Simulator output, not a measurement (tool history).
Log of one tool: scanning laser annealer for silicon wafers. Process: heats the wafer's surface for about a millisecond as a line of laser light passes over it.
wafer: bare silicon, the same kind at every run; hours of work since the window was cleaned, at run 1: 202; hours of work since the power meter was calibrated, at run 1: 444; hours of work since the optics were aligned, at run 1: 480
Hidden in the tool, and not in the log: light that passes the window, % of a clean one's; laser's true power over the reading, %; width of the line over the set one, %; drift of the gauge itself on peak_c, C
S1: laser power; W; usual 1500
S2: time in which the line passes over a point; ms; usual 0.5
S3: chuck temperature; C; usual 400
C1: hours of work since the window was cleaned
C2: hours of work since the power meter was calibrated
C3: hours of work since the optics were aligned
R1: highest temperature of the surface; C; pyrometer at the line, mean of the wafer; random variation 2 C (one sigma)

run	hour	S1	S2	S3	C1	C2	C3	R1
1	0	1500	0.5	400	202	444	480	1209
2	42.6	1500	0.5	400	220	462	497	1204
3	88.8	1500	0.5	400	239	481	516	1199
4	114.8	1500	0.5	400	250	492	527	1201
5	158.8	1500	0.5	400	268	510	545	1199
6	198.1	1500	0.5	400	284	526	562	1192
7	243.5	1500	0.5	400	303	545	581	1186
8	270.9	1500	0.5	400	315	557	592	1187
9	302.5	1500	0.5	365	328	570	605	1150
# hour 311.3: optics aligned, line set to its width
# hour 318.3: window over the wafer cleaned
10	347.7	1563	0.469	365	12	586	14	1218
11	381	1425	0.397	440	26	599	28	1134
12	435.7	1504	0.397	365	49	622	51	1105
13	495	1414	0.436	365	73	647	75	1081
14	520.8	1638	0.436	365	84	657	86	1219
# hour 528.6: optics aligned, line set to its width, once more
15	582.8	1516	0.571	368	108	681	23	1278
16	620	1516	0.571	368	123	696	38	1274
17	672.8	1516	0.571	368	145	718	60	1268

3 ways to go on from here, each from the tool as it stands after run 17. What would each give?
A	726.9	1363	0.571	368	167	741	82	?
B	726.9	1516	0.474	363	167	741	82	?
C	726.9	1637	0.474	365	167	741	82	?

run	R1
A	1153
B	1173
C	1255
Without the tool's hidden state the same runs would have given:
run	R1
A	1178
B	1198
C	1283

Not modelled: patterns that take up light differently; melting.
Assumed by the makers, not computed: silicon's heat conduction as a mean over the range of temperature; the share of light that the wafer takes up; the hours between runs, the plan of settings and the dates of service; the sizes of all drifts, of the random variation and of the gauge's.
